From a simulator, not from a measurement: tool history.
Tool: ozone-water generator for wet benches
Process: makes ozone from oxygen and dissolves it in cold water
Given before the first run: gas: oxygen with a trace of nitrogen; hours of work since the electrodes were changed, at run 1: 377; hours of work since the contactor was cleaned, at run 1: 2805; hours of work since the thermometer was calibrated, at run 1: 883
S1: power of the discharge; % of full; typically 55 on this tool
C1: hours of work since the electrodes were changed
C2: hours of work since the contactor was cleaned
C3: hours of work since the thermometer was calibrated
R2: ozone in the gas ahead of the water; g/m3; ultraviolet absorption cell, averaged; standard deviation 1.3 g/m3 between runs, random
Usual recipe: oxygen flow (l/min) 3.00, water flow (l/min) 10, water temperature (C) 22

run 1 hour=0.0 | S1=55 oxygen_flow_(l/min)=3.00 water_flow_(l/min)=10 water_temperature_(C)=22 | C1=377 C2=2805 C3=883 | dissolved_ozone_(ppm)=24.7 R2=225.9
run 2 hour=57.9 | S1=55 oxygen_flow_(l/min)=3.00 water_flow_(l/min)=10 water_temperature_(C)=22 | C1=423 C2=2852 C3=930 | dissolved_ozone_(ppm)=24.3 R2=229.6
run 3 hour=137.0 | S1=55 oxygen_flow_(l/min)=3.00 water_flow_(l/min)=10 water_temperature_(C)=22 | C1=486 C2=2915 C3=993 | dissolved_ozone_(ppm)=24.5 R2=228.9
run 4 hour=201.1 | S1=55 oxygen_flow_(l/min)=3.00 water_flow_(l/min)=13 water_temperature_(C)=22 | C1=537 C2=2966 C3=1044 | dissolved_ozone_(ppm)=19.1 R2=227.7
run 5 hour=312.0 | S1=55 oxygen_flow_(l/min)=3.00 water_flow_(l/min)=13 water_temperature_(C)=22 | C1=626 C2=3054 C3=1132 | dissolved_ozone_(ppm)=19.0 R2=228.8
run 6 hour=397.4 | S1=40 oxygen_flow_(l/min)=3.00 water_flow_(l/min)=10 water_temperature_(C)=22 | C1=694 C2=3122 C3=1200 | dissolved_ozone_(ppm)=19.4 R2=183.2
run 7 hour=498.3 | S1=40 oxygen_flow_(l/min)=3.00 water_flow_(l/min)=10 water_temperature_(C)=22 | C1=774 C2=3202 C3=1280 | dissolved_ozone_(ppm)=19.2 R2=181.5
run 8 hour=566.7 | S1=40 oxygen_flow_(l/min)=3.00 water_flow_(l/min)=10 water_temperature_(C)=22 | C1=828 C2=3257 C3=1335 | dissolved_ozone_(ppm)=19.0 R2=181.9
-- hour=578.1 contactor cleaned
run 9 hour=678.3 | S1=40 oxygen_flow_(l/min)=3.00 water_flow_(l/min)=10 water_temperature_(C)=22 | C1=914 C2=80 C3=1420 | dissolved_ozone_(ppm)=18.9 R2=180.2
run 10 hour=736.1 | S1=55 oxygen_flow_(l/min)=3.00 water_flow_(l/min)=10 water_temperature_(C)=14 | C1=960 C2=126 C3=1466 | dissolved_ozone_(ppm)=26.6 R2=226.9
-- hour=783.3 contactor cleaned, once more
run 11 hour=843.1 | S1=55 oxygen_flow_(l/min)=3.00 water_flow_(l/min)=10 water_temperature_(C)=22 | C1=1042 C2=48 C3=1548 | dissolved_ozone_(ppm)=24.3 R2=228.3
run 12 hour=901.0 | S1=55 oxygen_flow_(l/min)=3.00 water_flow_(l/min)=10 water_temperature_(C)=22 | C1=1088 C2=94 C3=1594 | dissolved_ozone_(ppm)=24.6 R2=228.9
run 13 hour=986.5 | S1=55 oxygen_flow_(l/min)=3.00 water_flow_(l/min)=10 water_temperature_(C)=22 | C1=1156 C2=162 C3=1662 | dissolved_ozone_(ppm)=24.3 R2=228.3
run 14 hour=1061.2 | S1=55 oxygen_flow_(l/min)=3.00 water_flow_(l/min)=10 water_temperature_(C)=22 | C1=1216 C2=221 C3=1722 | dissolved_ozone_(ppm)=24.3 R2=227.4
run 15 hour=1149.1 | S1=87 oxygen_flow_(l/min)=4.52 water_flow_(l/min)=9 water_temperature_(C)=22 | C1=1286 C2=291 C3=1792 | dissolved_ozone_(ppm)=34.9 R2=255.7
run 16 hour=1207.8 | S1=87 oxygen_flow_(l/min)=4.52 water_flow_(l/min)=9 water_temperature_(C)=22 | C1=1332 C2=338 C3=1839 | dissolved_ozone_(ppm)=34.9 R2=253.4
run 17 hour=1292.0 | S1=87 oxygen_flow_(l/min)=4.52 water_flow_(l/min)=9 water_temperature_(C)=22 | C1=1399 C2=405 C3=1906 | dissolved_ozone_(ppm)=35.0 R2=252.6
run 18 hour=1355.7 | S1=67 oxygen_flow_(l/min)=4.52 water_flow_(l/min)=9 water_temperature_(C)=22 | C1=1450 C2=456 C3=1956 | dissolved_ozone_(ppm)=28.9 R2=209.4
run 19 hour=1418.3 | S1=67 oxygen_flow_(l/min)=2.19 water_flow_(l/min)=9 water_temperature_(C)=29 | C1=1500 C2=505 C3=2006 | dissolved_ozone_(ppm)=27.1 R2=305.6
run 20 hour=1520.5 | S1=67 oxygen_flow_(l/min)=2.40 water_flow_(l/min)=9 water_temperature_(C)=29 | C1=1581 C2=587 C3=2088 | dissolved_ozone_(ppm)=27.5 R2=292.8
run 21 hour=1567.6 | S1=67 oxygen_flow_(l/min)=2.40 water_flow_(l/min)=9 water_temperature_(C)=29 | C1=1619 C2=624 C3=2125 | dissolved_ozone_(ppm)=27.4 R2=291.3
run 22 hour=1638.7 | S1=44 oxygen_flow_(l/min)=2.19 water_flow_(l/min)=16 water_temperature_(C)=17 | C1=1675 C2=681 C3=2182 | dissolved_ozone_(ppm)=13.7 R2=229.0
run 23 hour=1731.0 | S1=55 oxygen_flow_(l/min)=5.07 water_flow_(l/min)=10 water_temperature_(C)=27 | C1=1749 C2=754 C3=2255 | dissolved_ozone_(ppm)=20.7 R2=171.3
run 24 hour=1806.6 | S1=47 oxygen_flow_(l/min)=3.00 water_flow_(l/min)=10 water_temperature_(C)=24 | C1=1809 C2=815 C3=2315 | dissolved_ozone_(ppm)=20.7 R2=201.2
run 25 hour=1893.8 | S1=55 oxygen_flow_(l/min)=3.00 water_flow_(l/min)=9 water_temperature_(C)=28 | C1=1879 C2=884 C3=2385 | dissolved_ozone_(ppm)=23.4 R2=223.5
run 26 hour=1952.4 | S1=55 oxygen_flow_(l/min)=3.00 water_flow_(l/min)=9 water_temperature_(C)=22 | C1=1925 C2=931 C3=2431 | dissolved_ozone_(ppm)=25.7 R2=225.5
run 27 hour=2014.0 | S1=55 oxygen_flow_(l/min)=3.00 water_flow_(l/min)=9 water_temperature_(C)=22 | C1=1974 C2=980 C3=2480 | dissolved_ozone_(ppm)=26.3 R2=225.7
run 28 hour=2126.6 | S1=55 oxygen_flow_(l/min)=3.17 water_flow_(l/min)=9 water_temperature_(C)=27 | C1=2064 C2=1069 C3=2570 | dissolved_ozone_(ppm)=23.6 R2=218.4

Alternative continuations, all from the tool just after run 28; predict every row:
run A hour=2184.1 | S1=55 oxygen_flow_(l/min)=3.00 water_flow_(l/min)=15 water_temperature_(C)=22 | C1=2110 C2=1115 C3=2616 | dissolved_ozone_(ppm)=? R2=?
run B hour=2184.1 | S1=55 oxygen_flow_(l/min)=3.73 water_flow_(l/min)=9 water_temperature_(C)=27 | C1=2110 C2=1115 C3=2616 | dissolved_ozone_(ppm)=? R2=?
run C hour=2184.1 | S1=55 oxygen_flow_(l/min)=5.21 water_flow_(l/min)=9 water_temperature_(C)=17 | C1=2110 C2=1115 C3=2616 | dissolved_ozone_(ppm)=? R2=?

run=A dissolved_ozone_(ppm)=16.7 R2=224.5
run=B dissolved_ozone_(ppm)=23.0 R2=201.3
run=C dissolved_ozone_(ppm)=26.6 R2=167.3
The same runs, with their run-to-run variation unchanged, on a tool lacking any hidden condition would have given:
run=A dissolved_ozone_(ppm)=17.7 R2=233.5
run=B dissolved_ozone_(ppm)=24.3 R2=209.4
run=C dissolved_ozone_(ppm)=28.1 R2=174.0
